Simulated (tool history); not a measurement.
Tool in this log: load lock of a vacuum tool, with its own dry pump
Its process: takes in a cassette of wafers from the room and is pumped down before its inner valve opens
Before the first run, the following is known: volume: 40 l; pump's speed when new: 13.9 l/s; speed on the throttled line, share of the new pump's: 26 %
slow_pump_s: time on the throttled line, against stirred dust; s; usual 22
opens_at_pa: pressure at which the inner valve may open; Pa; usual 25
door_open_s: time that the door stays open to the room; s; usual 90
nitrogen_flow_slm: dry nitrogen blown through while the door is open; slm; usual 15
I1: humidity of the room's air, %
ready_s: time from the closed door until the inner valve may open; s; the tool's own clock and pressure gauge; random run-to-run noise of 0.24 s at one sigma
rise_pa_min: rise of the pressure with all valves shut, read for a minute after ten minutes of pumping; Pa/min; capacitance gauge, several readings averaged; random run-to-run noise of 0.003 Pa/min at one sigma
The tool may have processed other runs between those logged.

run 1 day=0 | slow_pump_s=22 opens_at_pa=25 door_open_s=90 nitrogen_flow_slm=15 | I1=45 | ready_s=45 rise_pa_min=0.068
run 2 day=5.558 | slow_pump_s=22 opens_at_pa=25 door_open_s=90 nitrogen_flow_slm=15 | I1=42.3 | ready_s=44.9 rise_pa_min=0.067
run 3 day=10.375 | slow_pump_s=22 opens_at_pa=25 door_open_s=90 nitrogen_flow_slm=26 | I1=44 | ready_s=45.3 rise_pa_min=0.062
run 4 day=15.979 | slow_pump_s=22 opens_at_pa=25 door_open_s=90 nitrogen_flow_slm=26 | I1=46.1 | ready_s=45 rise_pa_min=0.063
run 5 day=22.117 | slow_pump_s=13 opens_at_pa=25 door_open_s=90 nitrogen_flow_slm=15 | I1=44.9 | ready_s=39.5 rise_pa_min=0.072
run 6 day=25.317 | slow_pump_s=22 opens_at_pa=27 door_open_s=90 nitrogen_flow_slm=15 | I1=45.9 | ready_s=44.9 rise_pa_min=0.071
run 7 day=28.192 | slow_pump_s=22 opens_at_pa=25 door_open_s=90 nitrogen_flow_slm=5 | I1=48.6 | ready_s=45.3 rise_pa_min=0.09
run 8 day=32.112 | slow_pump_s=22 opens_at_pa=25 door_open_s=90 nitrogen_flow_slm=5 | I1=46.5 | ready_s=45.4 rise_pa_min=0.091
run 9 day=35.288 | slow_pump_s=22 opens_at_pa=25 door_open_s=90 nitrogen_flow_slm=15 | I1=44.4 | ready_s=45.3 rise_pa_min=0.077
run 10 day=40.896 | slow_pump_s=22 opens_at_pa=25 door_open_s=90 nitrogen_flow_slm=15 | I1=45 | ready_s=45.3 rise_pa_min=0.081
run 11 day=45.125 | slow_pump_s=22 opens_at_pa=25 door_open_s=90 nitrogen_flow_slm=15 | I1=44.3 | ready_s=45.5 rise_pa_min=0.08
run 12 day=50.946 | slow_pump_s=22 opens_at_pa=25 door_open_s=33 nitrogen_flow_slm=15 | I1=49.2 | ready_s=45.7 rise_pa_min=0.069
run 13 day=54.371 | slow_pump_s=22 opens_at_pa=25 door_open_s=33 nitrogen_flow_slm=15 | I1=42.6 | ready_s=45.1 rise_pa_min=0.067
run 14 day=58.662 | slow_pump_s=22 opens_at_pa=25 door_open_s=33 nitrogen_flow_slm=15 | I1=45.1 | ready_s=45.6 rise_pa_min=0.075
run 15 day=61.967 | slow_pump_s=37 opens_at_pa=25 door_open_s=90 nitrogen_flow_slm=15 | I1=42 | ready_s=55.4 rise_pa_min=0.087
run 16 day=67.908 | slow_pump_s=37 opens_at_pa=25 door_open_s=90 nitrogen_flow_slm=15 | I1=49.1 | ready_s=55.6 rise_pa_min=0.086
run 17 day=71.833 | slow_pump_s=29 opens_at_pa=25 door_open_s=47 nitrogen_flow_slm=15 | I1=42.8 | ready_s=50.3 rise_pa_min=0.082
run 18 day=77.325 | slow_pump_s=22 opens_at_pa=24 door_open_s=90 nitrogen_flow_slm=15 | I1=44.3 | ready_s=46.2 rise_pa_min=0.089

Forecast run 19:
-- day=79.996 dry pump taken out, an overhauled one fitted
run 19 day=82.462 | slow_pump_s=22 opens_at_pa=24 door_open_s=90 nitrogen_flow_slm=15 | I1=46 | ready_s=? rise_pa_min=?

{"run 19": {"ready_s": 40, "rise_pa_min": 0.091}}
Minus the tool's unlogged condition, the same run would have read ready_s 40.3 s, rise_pa_min 0.031 Pa/min.
